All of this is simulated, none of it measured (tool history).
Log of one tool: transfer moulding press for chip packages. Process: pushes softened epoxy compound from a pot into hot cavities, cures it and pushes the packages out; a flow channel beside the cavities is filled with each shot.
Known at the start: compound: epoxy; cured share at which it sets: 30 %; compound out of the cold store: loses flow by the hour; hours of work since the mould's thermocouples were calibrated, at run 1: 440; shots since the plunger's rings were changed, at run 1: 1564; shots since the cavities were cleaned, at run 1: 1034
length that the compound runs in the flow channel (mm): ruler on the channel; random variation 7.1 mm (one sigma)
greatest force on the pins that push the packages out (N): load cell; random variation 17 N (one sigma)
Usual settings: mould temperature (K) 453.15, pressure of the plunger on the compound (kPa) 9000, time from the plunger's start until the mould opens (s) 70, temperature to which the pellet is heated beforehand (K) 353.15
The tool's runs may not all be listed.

| run | hour | mould temperature (K) | pressure of the plunger on the compound (kPa) | time from the plunger's start until the mould opens (s) | temperature to which the pellet is heated beforehand (K) | hours of work since the mould's thermocouples were calibrated | shots since the plunger's rings were changed | shots since the cavities were cleaned | incoming compound's hours out of the cold store | length that the compound runs in the flow channel (mm) | greatest force on the pins that push the packages out (N) |
|---|---|---|---|---|---|---|---|---|---|---|---|
| 1 | 0.0 | 453.15 | 9000 | 70 | 353.15 | 440 | 1564 | 1034 | 10.6 | 819 | 1374 |
|  | 5.2 | cavities cleaned with cleaning compound and waxed |
| 2 | 39.9 | 453.15 | 9000 | 70 | 353.15 | 470 | 2353 | 714 | 12.7 | 797 | 1245 |
|  | 62.3 | cavities cleaned with cleaning compound and waxed |
| 3 | 76.0 | 453.15 | 9000 | 70 | 353.15 | 497 | 3065 | 282 | 12.8 | 782 | 1050 |
|  | 119.5 | mould's thermocouples calibrated |
|  | 121.0 | cavities cleaned with cleaning compound and waxed |
| 4 | 131.2 | 450.15 | 9000 | 70 | 353.15 | 8 | 4128 | 209 | 22.0 | 748 | 1193 |
| 5 | 156.4 | 450.15 | 9000 | 70 | 353.15 | 28 | 4647 | 728 | 41.7 | 669 | 1417 |
|  | 175.2 | cavities cleaned with cleaning compound and waxed |
| 6 | 182.1 | 450.15 | 9000 | 70 | 353.15 | 46 | 5144 | 141 | 42.8 | 654 | 1008 |
| 7 | 221.7 | 450.15 | 9000 | 91 | 353.15 | 77 | 5959 | 956 | 27.3 | 696 | 938 |
|  | 231.3 | cavities cleaned with cleaning compound and waxed |
|  | 236.1 | plunger's sealing rings changed |
| 8 | 263.9 | 453.15 | 8640 | 70 | 353.15 | 107 | 570 | 617 | 17.7 | 780 | 1172 |
|  | 288.8 | cavities cleaned with cleaning compound and waxed |
| 9 | 290.3 | 453.15 | 8640 | 70 | 353.15 | 126 | 1084 | 32 | 28.2 | 730 | 772 |
| 10 | 322.7 | 453.15 | 8640 | 70 | 353.15 | 152 | 1750 | 698 | 27.0 | 727 | 1107 |
|  | 344.9 | cavities cleaned with cleaning compound and waxed |
| 11 | 366.1 | 453.15 | 8640 | 70 | 353.15 | 184 | 2612 | 437 | 46.0 | 635 | 951 |
|  | 401.0 | cavities cleaned with cleaning compound and waxed |
| 12 | 416.9 | 453.15 | 8640 | 70 | 353.15 | 223 | 3624 | 326 | 43.0 | 639 | 910 |
| 13 | 450.4 | 453.15 | 8640 | 70 | 353.15 | 249 | 4314 | 1016 | 45.2 | 625 | 1154 |
|  | 455.3 | mould's thermocouples calibrated, once more |
|  | 456.8 | cavities cleaned with cleaning compound and waxed |
| 14 | 492.7 | 453.15 | 8640 | 70 | 353.15 | 28 | 5113 | 740 | 46.7 | 604 | 1201 |
|  | 511.2 | cavities cleaned with cleaning compound and waxed |
| 15 | 518.3 | 457.15 | 7510 | 52 | 353.15 | 47 | 5607 | 145 | 31.0 | 605 | 1495 |
|  | 549.5 | plunger's sealing rings changed |
| 16 | 549.5 | 457.15 | 7510 | 52 | 353.15 | 69 | 0 | 735 | 17.4 | 725 | 2109 |
|  | 567.4 | cavities cleaned with cleaning compound and waxed |
| 17 | 599.3 | 457.15 | 7510 | 52 | 353.15 | 107 | 994 | 655 | 35.4 | 639 | 1900 |
|  | 622.2 | cavities cleaned with cleaning compound and waxed |
| 18 | 625.5 | 448.15 | 7510 | 52 | 353.15 | 126 | 1502 | 68 | 27.4 | 704 | 2297 |
| 19 | 660.8 | 447.15 | 7420 | 56 | 343.15 | 153 | 2228 | 794 | 41.4 | 632 | 2907 |
|  | 677.6 | cavities cleaned with cleaning compound and waxed |
| 20 | 699.7 | 451.15 | 9000 | 67 | 353.15 | 182 | 2998 | 455 | 14.9 | 786 | 1559 |
|  | 734.0 | cavities cleaned with cleaning compound and waxed |
| 21 | 747.6 | 453.15 | 9220 | 70 | 353.15 | 219 | 3952 | 280 | 30.1 | 708 | 1013 |
| 22 | 773.7 | 461.15 | 7620 | 58 | 356.15 | 239 | 4489 | 817 | 37.1 | 588 | 1068 |
|  | 789.2 | cavities cleaned with cleaning compound and waxed |
| 23 | 814.6 | 459.15 | 7130 | 70 | 353.15 | 270 | 5300 | 524 | 18.0 | 636 | 798 |
|  | 845.5 | cavities cleaned with cleaning compound and waxed |
| 24 | 854.3 | 453.15 | 9730 | 91 | 349.15 | 299 | 6085 | 182 | 17.0 | 756 | 602 |

Forecast run 25:
|  | 860.2 | plunger's sealing rings changed |
|  | 903.0 | cavities cleaned with cleaning compound and waxed |
| 25 | 912.0 | 453.15 | 9000 | 64 | 353.15 | 341 | 1034 | 185 | 27.8 | ? | ? |

Run 25 gave length that the compound runs in the flow channel (mm) 744, greatest force on the pins that push the packages out (N) 1163.
Without the tool's hidden state the same run would have given length that the compound runs in the flow channel (mm) 758, greatest force on the pins that push the packages out (N) 1009.
